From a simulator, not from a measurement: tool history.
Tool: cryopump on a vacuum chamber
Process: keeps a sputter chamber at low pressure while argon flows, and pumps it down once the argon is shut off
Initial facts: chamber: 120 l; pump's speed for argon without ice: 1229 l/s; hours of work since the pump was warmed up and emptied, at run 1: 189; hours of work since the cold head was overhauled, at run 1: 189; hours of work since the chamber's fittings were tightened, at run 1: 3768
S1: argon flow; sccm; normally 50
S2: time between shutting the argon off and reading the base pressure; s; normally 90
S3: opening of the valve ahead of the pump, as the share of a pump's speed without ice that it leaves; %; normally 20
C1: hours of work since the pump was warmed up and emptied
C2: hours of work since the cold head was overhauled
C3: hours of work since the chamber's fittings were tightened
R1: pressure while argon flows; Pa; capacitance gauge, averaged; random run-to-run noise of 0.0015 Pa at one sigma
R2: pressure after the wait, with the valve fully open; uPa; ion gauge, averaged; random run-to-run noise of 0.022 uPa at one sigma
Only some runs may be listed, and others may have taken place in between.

| run | hour | S1 | S2 | S3 | C1 | C2 | C3 | R1 | R2 |
|---|---|---|---|---|---|---|---|---|---|
| 1 | 0 | 50 | 90 | 20 | 189 | 189 | 3768 | 0.3517 | 2.86 |
| 2 | 17 | 50 | 90 | 20 | 200 | 200 | 3778 | 0.3543 | 2.85 |
| 3 | 27.8 | 50 | 90 | 20 | 206 | 206 | 3785 | 0.3559 | 2.82 |
| 4 | 43.4 | 35 | 90 | 20 | 216 | 216 | 3794 | 0.2476 | 2.91 |
|  | 47 | leaking fittings of the chamber tightened, without venting |
| 5 | 56.7 | 35 | 90 | 19 | 223 | 223 | 6 | 0.2596 | 0.76 |
| 6 | 81 | 34 | 90 | 20 | 237 | 237 | 21 | 0.2421 | 0.71 |
| 7 | 98 | 89 | 47 | 23 | 248 | 248 | 31 | 0.5505 | 1.12 |
| 8 | 115.2 | 89 | 47 | 23 | 258 | 258 | 41 | 0.5562 | 1.14 |
| 9 | 137.2 | 62 | 22 | 20 | 271 | 271 | 55 | 0.4418 | 2.17 |
| 10 | 154.7 | 38 | 22 | 20 | 282 | 282 | 65 | 0.2703 | 2.15 |

What if the next run were any one of these 5? Each begins from the tool's condition after run 10:
| A | 165.6 | 50 | 23 | 31 | 289 | 289 | 72 | ? | ? |
| B | 165.6 | 79 | 22 | 20 | 289 | 289 | 72 | ? | ? |
| C | 165.6 | 57 | 22 | 41 | 289 | 289 | 72 | ? | ? |
| D | 165.6 | 50 | 90 | 45 | 289 | 289 | 72 | ? | ? |
| E | 165.6 | 54 | 112 | 18 | 289 | 289 | 72 | ? | ? |

| run | R1 | R2 |
|---|---|---|
| A | 0.2356 | 2.03 |
| B | 0.568 | 2.17 |
| C | 0.2072 | 2.16 |
| D | 0.1653 | 0.79 |
| E | 0.4284 | 0.72 |
Take away the tool's hidden state, keep each run's random variation, and the runs would have read:
| run | R1 | R2 |
|---|---|---|
| A | 0.2216 | 1.92 |
| B | 0.5458 | 2.05 |
| C | 0.1912 | 2.04 |
| D | 0.1514 | 0.67 |
| E | 0.4133 | 0.6 |
